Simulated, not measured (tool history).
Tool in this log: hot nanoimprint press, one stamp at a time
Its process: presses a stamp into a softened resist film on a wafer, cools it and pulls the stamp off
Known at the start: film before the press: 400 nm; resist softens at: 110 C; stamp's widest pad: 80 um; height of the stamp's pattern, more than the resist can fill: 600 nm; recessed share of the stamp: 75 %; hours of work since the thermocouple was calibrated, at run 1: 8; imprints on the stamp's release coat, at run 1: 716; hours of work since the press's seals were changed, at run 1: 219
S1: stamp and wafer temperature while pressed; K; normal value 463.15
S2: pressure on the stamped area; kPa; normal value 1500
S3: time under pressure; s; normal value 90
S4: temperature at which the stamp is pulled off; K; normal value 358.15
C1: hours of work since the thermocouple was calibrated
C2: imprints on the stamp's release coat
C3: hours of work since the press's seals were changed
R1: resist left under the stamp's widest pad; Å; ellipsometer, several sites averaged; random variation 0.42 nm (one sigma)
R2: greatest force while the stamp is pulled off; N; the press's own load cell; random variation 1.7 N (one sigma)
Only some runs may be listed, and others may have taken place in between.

{"run": 1, "hour": 0.0, "S1": 463.15, "S2": 1500, "S3": 90, "S4": 358.15, "C1": 8, "C2": 716, "C3": 219, "R1": 1504, "R2": 130}
{"run": 2, "hour": 9.1, "S1": 463.15, "S2": 1500, "S3": 90, "S4": 358.15, "C1": 13, "C2": 742, "C3": 225, "R1": 1518, "R2": 131}
{"run": 3, "hour": 13.2, "S1": 463.15, "S2": 1500, "S3": 90, "S4": 358.15, "C1": 16, "C2": 754, "C3": 227, "R1": 1517, "R2": 128}
{"run": 4, "hour": 21.1, "S1": 463.15, "S2": 1500, "S3": 90, "S4": 358.15, "C1": 20, "C2": 777, "C3": 232, "R1": 1517, "R2": 132}
{"run": 5, "hour": 26.7, "S1": 463.15, "S2": 1500, "S3": 90, "S4": 358.15, "C1": 24, "C2": 793, "C3": 235, "R1": 1515, "R2": 133}
{"run": 6, "hour": 34.4, "S1": 463.15, "S2": 1500, "S3": 90, "S4": 358.15, "C1": 28, "C2": 815, "C3": 239, "R1": 1521, "R2": 133}
{"run": 7, "hour": 42.0, "S1": 463.15, "S2": 1500, "S3": 90, "S4": 358.15, "C1": 32, "C2": 837, "C3": 244, "R1": 1524, "R2": 131}
{"run": 8, "hour": 47.0, "S1": 463.15, "S2": 1500, "S3": 90, "S4": 358.15, "C1": 35, "C2": 852, "C3": 247, "R1": 1513, "R2": 137}
{"run": 9, "hour": 51.9, "S1": 455.15, "S2": 1500, "S3": 90, "S4": 358.15, "C1": 38, "C2": 866, "C3": 250, "R1": 2009, "R2": 131}
{"run": 10, "hour": 58.6, "S1": 463.15, "S2": 1500, "S3": 90, "S4": 358.15, "C1": 42, "C2": 885, "C3": 253, "R1": 1518, "R2": 136}
{"run": 11, "hour": 62.8, "S1": 463.15, "S2": 1500, "S3": 90, "S4": 358.15, "C1": 45, "C2": 897, "C3": 256, "R1": 1528, "R2": 135}
{"run": 12, "hour": 69.5, "S1": 463.15, "S2": 1500, "S3": 90, "S4": 358.15, "C1": 49, "C2": 916, "C3": 260, "R1": 1528, "R2": 138}
{"hour": 73.1, "done": "plate thermocouple calibrated"}
{"run": 13, "hour": 77.7, "S1": 463.15, "S2": 1500, "S3": 90, "S4": 358.15, "C1": 3, "C2": 931, "C3": 263, "R1": 1530, "R2": 136}
{"run": 14, "hour": 82.5, "S1": 463.15, "S2": 1620, "S3": 90, "S4": 358.15, "C1": 5, "C2": 945, "C3": 266, "R1": 1472, "R2": 138}

Expected results for the next run?
{"run": 15, "hour": 86.5, "S1": 463.15, "S2": 1500, "S3": 90, "S4": 358.15, "C1": 8, "C2": 957, "C3": 268, "R1": "?", "R2": "?"}

Run 15 yielded R1 1522 Å, R2 137 N.
Were there no unlogged condition in the tool, this run, its random variation unchanged, would have produced R1 1510 Å, R2 108 N.
